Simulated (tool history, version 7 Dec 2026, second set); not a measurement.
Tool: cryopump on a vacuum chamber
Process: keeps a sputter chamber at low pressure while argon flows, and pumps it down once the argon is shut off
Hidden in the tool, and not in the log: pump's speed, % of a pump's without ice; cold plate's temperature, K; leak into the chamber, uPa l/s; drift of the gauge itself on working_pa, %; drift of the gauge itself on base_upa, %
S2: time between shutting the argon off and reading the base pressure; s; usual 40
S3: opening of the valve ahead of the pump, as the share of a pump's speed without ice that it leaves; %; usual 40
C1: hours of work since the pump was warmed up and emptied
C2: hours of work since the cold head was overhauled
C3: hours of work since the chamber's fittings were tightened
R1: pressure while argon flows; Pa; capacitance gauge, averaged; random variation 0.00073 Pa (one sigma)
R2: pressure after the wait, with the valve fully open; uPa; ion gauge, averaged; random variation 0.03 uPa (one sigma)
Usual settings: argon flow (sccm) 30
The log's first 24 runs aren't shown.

run 25 hour=663.4 | argon_flow_(sccm)=15 S2=23 S3=18 | C1=363 C2=741 C3=982 | R1=0.1503 R2=3.31
-- hour=687.4 pump warmed up, emptied and cooled again
run 26 hour=704.4 | argon_flow_(sccm)=18 S2=115 S3=48 | C1=12 C2=766 C3=1007 | R1=0.0674 R2=1.65
run 27 hour=724.2 | argon_flow_(sccm)=16 S2=115 S3=40 | C1=25 C2=779 C3=1021 | R1=0.0716 R2=1.68
run 28 hour=755.4 | argon_flow_(sccm)=20 S2=40 S3=45 | C1=47 C2=801 C3=1042 | R1=0.0809 R2=2.42
run 29 hour=785.0 | argon_flow_(sccm)=20 S2=40 S3=45 | C1=68 C2=821 C3=1063 | R1=0.0792 R2=2.45
run 30 hour=815.4 | argon_flow_(sccm)=38 S2=210 S3=27 | C1=89 C2=843 C3=1084 | R1=0.2514 R2=1.58
run 31 hour=842.0 | argon_flow_(sccm)=33 S2=40 S3=40 | C1=107 C2=861 C3=1102 | R1=0.1492 R2=2.49
run 32 hour=860.5 | argon_flow_(sccm)=14 S2=40 S3=29 | C1=120 C2=874 C3=1115 | R1=0.0872 R2=2.49
run 33 hour=894.5 | argon_flow_(sccm)=30 S2=40 S3=36 | C1=143 C2=897 C3=1139 | R1=0.1510 R2=2.56
run 34 hour=928.0 | argon_flow_(sccm)=33 S2=261 S3=31 | C1=167 C2=921 C3=1162 | R1=0.1926 R2=1.60

3 ways to go on from here, each from the tool as it stands after run 34. What would each give?
run A hour=953.6 | argon_flow_(sccm)=48 S2=21 S3=31 | C1=184 C2=938 C3=1180 | R1=? R2=?
run B hour=953.6 | argon_flow_(sccm)=30 S2=40 S3=18 | C1=184 C2=938 C3=1180 | R1=? R2=?
run C hour=953.6 | argon_flow_(sccm)=59 S2=179 S3=26 | C1=184 C2=938 C3=1180 | R1=? R2=?

run=A R1=0.2819 R2=3.70
run=B R1=0.2958 R2=2.57
run=C R1=0.4071 R2=1.65
Without the tool's hidden state the same runs would have given:
run=A R1=0.2744 R2=2.54
run=B R1=0.2912 R2=1.45
run=C R1=0.3980 R2=0.53
